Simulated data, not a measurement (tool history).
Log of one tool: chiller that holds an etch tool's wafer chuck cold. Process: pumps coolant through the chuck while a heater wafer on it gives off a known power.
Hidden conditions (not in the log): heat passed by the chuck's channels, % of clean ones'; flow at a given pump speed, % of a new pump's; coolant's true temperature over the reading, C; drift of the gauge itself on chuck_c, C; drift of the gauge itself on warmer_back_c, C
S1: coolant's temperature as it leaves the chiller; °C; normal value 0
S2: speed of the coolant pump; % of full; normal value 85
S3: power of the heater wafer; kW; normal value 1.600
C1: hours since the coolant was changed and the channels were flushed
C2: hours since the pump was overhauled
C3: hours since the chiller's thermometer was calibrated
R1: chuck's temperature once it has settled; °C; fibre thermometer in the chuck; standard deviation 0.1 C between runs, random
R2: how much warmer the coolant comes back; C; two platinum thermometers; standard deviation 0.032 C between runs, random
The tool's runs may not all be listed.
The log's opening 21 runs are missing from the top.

Run 22, hour 587.3: usual settings but S1 -8 °C, S2 92 % of full, S3 1.943 kW; C1 3192; C2 119; C3 3048. Result: R1 2.9 °C, R2 4.22 C.
At hour 606.2: coolant pump overhauled, once more.
At hour 616.2: chiller's thermometer calibrated.
Run 23, hour 627.0: usual settings but S1 -8 °C, S2 92 % of full, S3 1.943 kW; C1 3226; C2 20; C3 11. Result: R1 3.0 °C, R2 4.07 C.
Run 24, hour 650.5: usual settings but S1 -9 °C, S2 65 % of full, S3 2.068 kW; C1 3249; C2 43; C3 34. Result: R1 7.0 °C, R2 6.39 C.
Run 25, hour 680.7: usual settings but S1 -9 °C, S2 67 % of full, S3 1.349 kW; C1 3279; C2 74; C3 64. Result: R1 1.0 °C, R2 4.00 C.
Run 26, hour 703.2: usual settings but S1 -5 °C, S2 88 % of full, S3 1.097 kW; C1 3302; C2 96; C3 87. Result: R1 1.3 °C, R2 2.34 C.
Run 27, hour 725.4: usual settings but S1 -5 °C, S2 68 % of full, S3 2.169 kW; C1 3324; C2 118; C3 109. Result: R1 11.0 °C, R2 6.35 C.
Run 28, hour 763.2: usual settings but S1 -5 °C, S2 68 % of full, S3 2.169 kW; C1 3362; C2 156; C3 147. Result: R1 11.0 °C, R2 6.35 C.
Run 29, hour 791.2: usual settings but S1 -5 °C, S2 68 % of full, S3 2.169 kW; C1 3390; C2 184; C3 175. Result: R1 11.1 °C, R2 6.31 C.
Run 30, hour 827.4: usual settings but S1 2 °C, S2 68 % of full, S3 1.096 kW; C1 3426; C2 220; C3 211. Result: R1 10.2 °C, R2 3.20 C.
Run 31, hour 857.5: usual settings but S1 2 °C, S2 82 % of full, S3 2.157 kW; C1 3456; C2 250; C3 241. Result: R1 15.6 °C, R2 5.13 C.
Run 32, hour 895.8: usual settings but S2 74 % of full, S3 0.892 kW; C1 3494; C2 289; C3 280. Result: R1 6.0 °C, R2 2.36 C.

Below are 3 alternative next runs, each starting from the tool's condition after run 32. Predict each:
Run A, hour 923.5: usual settings but S2 74 % of full, S3 2.055 kW; C1 3522; C2 316; C3 307. Result: R1 ?, R2 ?.
Run B, hour 923.5: usual settings but S1 -10 °C, S2 64 % of full, S3 1.073 kW; C1 3522; C2 316; C3 307. Result: R1 ?, R2 ?.
Run C, hour 923.5: usual settings but S1 9 °C, S2 69 % of full, S3 2.343 kW; C1 3522; C2 316; C3 307. Result: R1 ?, R2 ?.

run    R1    R2
  A  14.3  5.54
  B  -1.6  3.31
  C  26.2  6.80
With the hidden condition removed and each run's random variation left untouched, the same runs would have given:
run    R1    R2
  A  13.7  5.50
  B  -2.0  3.29
  C  25.4  6.75
